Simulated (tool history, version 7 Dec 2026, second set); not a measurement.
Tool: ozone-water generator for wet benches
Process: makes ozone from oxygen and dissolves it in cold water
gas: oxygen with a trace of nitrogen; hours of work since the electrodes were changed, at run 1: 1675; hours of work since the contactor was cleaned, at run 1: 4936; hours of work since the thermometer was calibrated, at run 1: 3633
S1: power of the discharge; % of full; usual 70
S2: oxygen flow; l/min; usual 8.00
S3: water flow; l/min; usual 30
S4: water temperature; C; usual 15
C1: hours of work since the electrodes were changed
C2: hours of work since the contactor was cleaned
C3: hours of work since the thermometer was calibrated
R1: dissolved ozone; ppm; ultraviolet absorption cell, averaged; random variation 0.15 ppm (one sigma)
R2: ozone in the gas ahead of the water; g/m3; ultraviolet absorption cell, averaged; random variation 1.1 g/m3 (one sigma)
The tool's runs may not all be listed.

run   hour  S1     S2  S3  S4    C1    C2    C3    R1     R2
  1    0.0  70   8.00  30  15  1675  4936  3633  16.6  176.8
  2   36.6  70   8.00  30  15  1697  4958  3655  16.5  178.4
  3  110.2  70   8.00  30  15  1743  5004  3701  16.4  174.8
  4  149.2  70   8.00  30  15  1767  5028  3725  16.8  177.4
  5  224.5  50   8.00  30  15  1813  5074  3771  13.2  141.8
  6  255.7  70   8.00  30  15  1832  5093  3790  16.3  175.3
  7  289.5  42   8.86  32   8  1853  5114  3811  12.0  120.3
  8  324.4  83  10.82  33  10  1875  5136  3833  18.2  167.4
  9  398.4  55  10.81  30   9  1920  5181  3878  15.5  128.9
 10  442.3  55  10.81  30   9  1947  5208  3905  15.3  126.9
 11  512.6  55  10.81  30   9  1991  5252  3949  15.3  127.8

3 ways to go on from here, each from the tool as it stands after run 11. What would each give?
  A  568.0  69  5.23  30  18  2025  5286  3983   ?   ?
  B  568.0  55  5.61  35   9  2025  5286  3983   ?   ?
  C  568.0  70  8.00  18  15  2025  5286  3983   ?   ?

run    R1     R2
  A  15.4  218.2
  B  12.3  180.1
  C  25.9  175.6
Without the tool's hidden state the same runs would have given:
run    R1     R2
  A  16.9  231.9
  B  13.4  189.6
  C  28.3  186.7
